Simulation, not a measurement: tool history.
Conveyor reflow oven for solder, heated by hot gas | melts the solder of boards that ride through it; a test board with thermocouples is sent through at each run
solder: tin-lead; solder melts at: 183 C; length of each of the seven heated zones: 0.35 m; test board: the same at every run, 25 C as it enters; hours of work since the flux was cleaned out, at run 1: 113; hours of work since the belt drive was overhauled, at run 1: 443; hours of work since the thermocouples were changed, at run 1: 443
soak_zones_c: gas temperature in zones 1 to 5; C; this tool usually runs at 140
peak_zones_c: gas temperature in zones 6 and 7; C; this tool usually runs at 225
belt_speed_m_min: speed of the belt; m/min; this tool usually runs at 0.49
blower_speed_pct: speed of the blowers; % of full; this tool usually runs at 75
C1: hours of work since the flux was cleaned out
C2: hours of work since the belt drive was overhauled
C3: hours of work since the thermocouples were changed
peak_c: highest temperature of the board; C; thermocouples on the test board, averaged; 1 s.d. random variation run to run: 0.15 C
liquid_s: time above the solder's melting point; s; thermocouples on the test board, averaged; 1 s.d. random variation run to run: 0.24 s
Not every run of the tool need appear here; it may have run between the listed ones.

run 1 hour=0 | soak_zones_c=140 peak_zones_c=225 belt_speed_m_min=0.49 blower_speed_pct=75 | C1=113 C2=443 C3=443 | peak_c=212.3 liquid_s=61.5
run 2 hour=63.7 | soak_zones_c=140 peak_zones_c=225 belt_speed_m_min=0.49 blower_speed_pct=75 | C1=157 C2=487 C3=487 | peak_c=211.9 liquid_s=61.1
run 3 hour=147.1 | soak_zones_c=140 peak_zones_c=225 belt_speed_m_min=0.508 blower_speed_pct=75 | C1=215 C2=544 C3=544 | peak_c=211.3 liquid_s=57.1
-- hour=199.7 thermocouples of zones 6 and 7 changed
-- hour=238.1 flux residue cleaned out of gas plates and filters
run 4 hour=244.3 | soak_zones_c=140 peak_zones_c=225 belt_speed_m_min=0.508 blower_speed_pct=75 | C1=4 C2=606 C3=27 | peak_c=210.2 liquid_s=57.1
run 5 hour=314.4 | soak_zones_c=140 peak_zones_c=225 belt_speed_m_min=0.508 blower_speed_pct=75 | C1=53 C2=655 C3=76 | peak_c=209.7 liquid_s=56.4
run 6 hour=368.8 | soak_zones_c=140 peak_zones_c=225 belt_speed_m_min=0.508 blower_speed_pct=75 | C1=90 C2=692 C3=113 | peak_c=209.8 liquid_s=56.6
-- hour=380.2 belt drive overhauled, speed set with a stopwatch
run 7 hour=460.6 | soak_zones_c=142 peak_zones_c=225 belt_speed_m_min=0.49 blower_speed_pct=75 | C1=151 C2=55 C3=174 | peak_c=211.1 liquid_s=60.8
run 8 hour=521.1 | soak_zones_c=142 peak_zones_c=225 belt_speed_m_min=0.49 blower_speed_pct=75 | C1=192 C2=97 C3=215 | peak_c=210.6 liquid_s=61
-- hour=539.4 belt drive overhauled, speed set with a stopwatch, once more
run 9 hour=565.4 | soak_zones_c=140 peak_zones_c=225 belt_speed_m_min=0.49 blower_speed_pct=57 | C1=220 C2=18 C3=243 | peak_c=206.3 liquid_s=51.8
run 10 hour=611 | soak_zones_c=140 peak_zones_c=225 belt_speed_m_min=0.49 blower_speed_pct=57 | C1=252 C2=49 C3=275 | peak_c=205.8 liquid_s=52.4
-- hour=641.8 flux residue cleaned out of gas plates and filters
run 11 hour=707 | soak_zones_c=136 peak_zones_c=225 belt_speed_m_min=0.49 blower_speed_pct=57 | C1=45 C2=112 C3=337 | peak_c=206.8 liquid_s=51.8
run 12 hour=763.8 | soak_zones_c=154 peak_zones_c=236 belt_speed_m_min=0.403 blower_speed_pct=74 | C1=84 C2=151 C3=376 | peak_c=227.5 liquid_s=96.2
run 13 hour=806.2 | soak_zones_c=154 peak_zones_c=236 belt_speed_m_min=0.403 blower_speed_pct=74 | C1=113 C2=180 C3=406 | peak_c=227.4 liquid_s=95.8
run 14 hour=869.8 | soak_zones_c=130 peak_zones_c=215 belt_speed_m_min=0.566 blower_speed_pct=58 | C1=157 C2=224 C3=450 | peak_c=192.2 liquid_s=21
run 15 hour=968.5 | soak_zones_c=133 peak_zones_c=215 belt_speed_m_min=0.579 blower_speed_pct=64 | C1=225 C2=292 C3=518 | peak_c=193.7 liquid_s=23.9
-- hour=1038.5 flux residue cleaned out of gas plates and filters
-- hour=1070.1 thermocouples of zones 6 and 7 changed
run 16 hour=1075 | soak_zones_c=140 peak_zones_c=225 belt_speed_m_min=0.561 blower_speed_pct=79 | C1=24 C2=361 C3=3 | peak_c=208.3 liquid_s=48.7
run 17 hour=1121.6 | soak_zones_c=136 peak_zones_c=225 belt_speed_m_min=0.49 blower_speed_pct=75 | C1=56 C2=393 C3=36 | peak_c=210.5 liquid_s=57.3
run 18 hour=1171.4 | soak_zones_c=136 peak_zones_c=225 belt_speed_m_min=0.49 blower_speed_pct=75 | C1=90 C2=427 C3=70 | peak_c=210.2 liquid_s=57.3
run 19 hour=1251.7 | soak_zones_c=136 peak_zones_c=225 belt_speed_m_min=0.49 blower_speed_pct=75 | C1=146 C2=483 C3=125 | peak_c=210.2 liquid_s=57.5

Predict each of these 3 candidate next runs independently; none follows another, all start after run 19:
run A hour=1341.3 | soak_zones_c=143 peak_zones_c=228 belt_speed_m_min=0.49 blower_speed_pct=59 | C1=207 C2=545 C3=187 | peak_c=? liquid_s=?
run B hour=1341.3 | soak_zones_c=136 peak_zones_c=214 belt_speed_m_min=0.579 blower_speed_pct=75 | C1=207 C2=545 C3=187 | peak_c=? liquid_s=?
run C hour=1341.3 | soak_zones_c=140 peak_zones_c=228 belt_speed_m_min=0.49 blower_speed_pct=75 | C1=207 C2=545 C3=187 | peak_c=? liquid_s=?

run=A peak_c=210.4 liquid_s=59.5
run=B peak_c=195.9 liquid_s=29.8
run=C peak_c=213.1 liquid_s=61.7
Had the tool no hidden state, the same runs would have come out as:
run=A peak_c=211.3 liquid_s=60.5
run=B peak_c=197.1 liquid_s=32
run=C peak_c=214.1 liquid_s=62.7

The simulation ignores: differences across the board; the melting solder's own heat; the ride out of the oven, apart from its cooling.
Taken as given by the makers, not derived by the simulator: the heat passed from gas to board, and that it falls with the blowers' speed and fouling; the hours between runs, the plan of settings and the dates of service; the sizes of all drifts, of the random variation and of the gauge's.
